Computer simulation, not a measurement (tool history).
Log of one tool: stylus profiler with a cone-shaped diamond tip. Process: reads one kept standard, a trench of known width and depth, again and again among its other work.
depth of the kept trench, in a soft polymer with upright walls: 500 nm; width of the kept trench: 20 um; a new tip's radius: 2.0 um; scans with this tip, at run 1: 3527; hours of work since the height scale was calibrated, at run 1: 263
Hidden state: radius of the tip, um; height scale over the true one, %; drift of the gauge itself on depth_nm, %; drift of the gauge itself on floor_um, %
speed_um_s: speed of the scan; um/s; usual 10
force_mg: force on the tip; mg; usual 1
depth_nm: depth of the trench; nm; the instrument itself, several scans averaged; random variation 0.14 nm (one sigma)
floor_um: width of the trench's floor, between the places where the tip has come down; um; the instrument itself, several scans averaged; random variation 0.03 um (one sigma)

| run | hour | speed_um_s | force_mg | scans with this tip | hours of work since the height scale was calibrated | depth_nm | floor_um |
|---|---|---|---|---|---|---|---|
| 1 | 0 | 10 | 1 | 3527 | 263 | 502.75 | 16.7 |
| 2 | 17.9 | 10 | 1 | 3666 | 273 | 502.53 | 16.62 |
| 3 | 30.8 | 10 | 1 | 3766 | 280 | 502.52 | 16.62 |
| 4 | 45 | 10 | 1 | 3877 | 289 | 502.59 | 16.58 |
| 5 | 62.5 | 10 | 1 | 4013 | 299 | 502.57 | 16.55 |
| 6 | 73.8 | 10 | 1 | 4100 | 305 | 502.79 | 16.62 |
| 7 | 81.8 | 10 | 1 | 4162 | 310 | 502.69 | 16.59 |
| 8 | 98.5 | 10 | 1 | 4292 | 319 | 502.47 | 16.57 |
| 9 | 113 | 12 | 1 | 4404 | 328 | 502.82 | 16.44 |
| 10 | 121 | 12 | 1 | 4467 | 332 | 502.6 | 16.52 |
| 11 | 136.5 | 7 | 0.36 | 4587 | 341 | 501.68 | 16.44 |
| 12 | 153.1 | 7 | 0.36 | 4716 | 351 | 501.57 | 16.46 |
|  | 154.9 | height scale calibrated on a step standard |
| 13 | 166.2 | 7 | 0.36 | 4814 | 7 | 501.9 | 16.43 |
| 14 | 175.4 | 17 | 0.45 | 4885 | 12 | 502.4 | 16.28 |
|  | 192.7 | height scale calibrated on a step standard, once more |
| 15 | 194.4 | 17 | 0.37 | 5029 | 1 | 501.03 | 16.27 |
| 16 | 206.7 | 17 | 0.37 | 5124 | 8 | 501.38 | 16.25 |
| 17 | 217.2 | 6 | 1.81 | 5206 | 14 | 503.09 | 16.43 |
| 18 | 226.1 | 2 | 1.7 | 5275 | 19 | 503.31 | 16.48 |
| 19 | 238.8 | 2 | 1.7 | 5373 | 27 | 503.31 | 16.44 |
| 20 | 254.1 | 2 | 1.7 | 5492 | 35 | 503.16 | 16.41 |

Forecast each of these 3 alternatives for the next run:
| A | 264.4 | 7 | 0.92 | 5572 | 41 | ? | ? |
| B | 264.4 | 22 | 2.08 | 5572 | 41 | ? | ? |
| C | 264.4 | 22 | 1.7 | 5572 | 41 | ? | ? |

| run | depth_nm | floor_um |
|---|---|---|
| A | 502.01 | 16.42 |
| B | 503.7 | 16.25 |
| C | 503.08 | 16.23 |
Without the tool's hidden state the same runs would have given:
| run | depth_nm | floor_um |
|---|---|---|
| A | 501.77 | 17.36 |
| B | 503.46 | 17.2 |
| C | 502.84 | 17.17 |

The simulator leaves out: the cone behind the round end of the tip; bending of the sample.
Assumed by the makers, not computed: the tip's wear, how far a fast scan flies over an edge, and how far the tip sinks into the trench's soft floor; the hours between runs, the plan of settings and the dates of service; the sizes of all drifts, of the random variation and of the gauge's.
